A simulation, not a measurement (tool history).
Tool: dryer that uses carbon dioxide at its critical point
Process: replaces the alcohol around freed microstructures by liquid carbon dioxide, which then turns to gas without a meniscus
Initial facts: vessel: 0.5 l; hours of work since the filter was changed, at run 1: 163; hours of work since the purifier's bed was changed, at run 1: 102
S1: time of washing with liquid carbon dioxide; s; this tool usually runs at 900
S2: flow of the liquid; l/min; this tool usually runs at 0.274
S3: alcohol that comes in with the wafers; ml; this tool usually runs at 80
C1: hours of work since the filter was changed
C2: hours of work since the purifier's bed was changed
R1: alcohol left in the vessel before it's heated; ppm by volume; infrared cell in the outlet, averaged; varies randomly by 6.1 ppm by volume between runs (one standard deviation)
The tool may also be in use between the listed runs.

{"run": 1, "hour": 0.0, "S1": 900, "S2": 0.274, "S3": 80, "C1": 163, "C2": 102, "R1": 383}
{"run": 2, "hour": 4.0, "S1": 900, "S2": 0.274, "S3": 80, "C1": 166, "C2": 105, "R1": 379}
{"run": 3, "hour": 11.5, "S1": 900, "S2": 0.274, "S3": 80, "C1": 171, "C2": 110, "R1": 395}
{"run": 4, "hour": 19.0, "S1": 900, "S2": 0.274, "S3": 80, "C1": 176, "C2": 116, "R1": 390}
{"run": 5, "hour": 23.7, "S1": 900, "S2": 0.274, "S3": 80, "C1": 180, "C2": 119, "R1": 384}
{"run": 6, "hour": 30.4, "S1": 900, "S2": 0.274, "S3": 80, "C1": 184, "C2": 124, "R1": 416}
{"run": 7, "hour": 34.5, "S1": 900, "S2": 0.274, "S3": 80, "C1": 187, "C2": 127, "R1": 415}
{"run": 8, "hour": 39.6, "S1": 900, "S2": 0.222, "S3": 80, "C1": 191, "C2": 130, "R1": 1168}
{"run": 9, "hour": 47.3, "S1": 900, "S2": 0.222, "S3": 80, "C1": 196, "C2": 136, "R1": 1167}
{"run": 10, "hour": 54.2, "S1": 900, "S2": 0.222, "S3": 80, "C1": 201, "C2": 140, "R1": 1192}
{"run": 11, "hour": 59.7, "S1": 900, "S2": 0.222, "S3": 80, "C1": 205, "C2": 144, "R1": 1237}
{"run": 12, "hour": 68.3, "S1": 720, "S2": 0.222, "S3": 80, "C1": 211, "C2": 150, "R1": 3205}
{"run": 13, "hour": 75.0, "S1": 900, "S2": 0.274, "S3": 80, "C1": 216, "C2": 155, "R1": 437}
{"run": 14, "hour": 80.4, "S1": 900, "S2": 0.274, "S3": 98, "C1": 219, "C2": 159, "R1": 526}
{"run": 15, "hour": 85.1, "S1": 960, "S2": 0.274, "S3": 80, "C1": 223, "C2": 162, "R1": 311}
{"run": 16, "hour": 89.4, "S1": 960, "S2": 0.345, "S3": 80, "C1": 226, "C2": 165, "R1": 117}
{"run": 17, "hour": 93.5, "S1": 960, "S2": 0.345, "S3": 80, "C1": 229, "C2": 168, "R1": 111}
{"run": 18, "hour": 102.7, "S1": 900, "S2": 0.274, "S3": 85, "C1": 235, "C2": 175, "R1": 478}
{"run": 19, "hour": 107.3, "S1": 900, "S2": 0.274, "S3": 80, "C1": 238, "C2": 178, "R1": 460}
{"run": 20, "hour": 112.7, "S1": 900, "S2": 0.231, "S3": 80, "C1": 242, "C2": 182, "R1": 1086}
{"run": 21, "hour": 120.5, "S1": 900, "S2": 0.231, "S3": 47, "C1": 248, "C2": 187, "R1": 674}
{"run": 22, "hour": 127.1, "S1": 900, "S2": 0.231, "S3": 47, "C1": 252, "C2": 192, "R1": 679}
{"run": 23, "hour": 135.3, "S1": 780, "S2": 0.274, "S3": 80, "C1": 258, "C2": 198, "R1": 1001}
{"run": 24, "hour": 143.9, "S1": 780, "S2": 0.274, "S3": 80, "C1": 264, "C2": 204, "R1": 1002}
{"run": 25, "hour": 151.5, "S1": 720, "S2": 0.22, "S3": 80, "C1": 269, "C2": 209, "R1": 3622}

Run 26 comes next. What will it give?
{"run": 26, "hour": 156.0, "S1": 720, "S2": 0.22, "S3": 80, "C1": 273, "C2": 212, "R1": "?"}

R1: 3637 ppm by volume
With no hidden state in the tool, this same run would have given R1 2306 ppm by volume.

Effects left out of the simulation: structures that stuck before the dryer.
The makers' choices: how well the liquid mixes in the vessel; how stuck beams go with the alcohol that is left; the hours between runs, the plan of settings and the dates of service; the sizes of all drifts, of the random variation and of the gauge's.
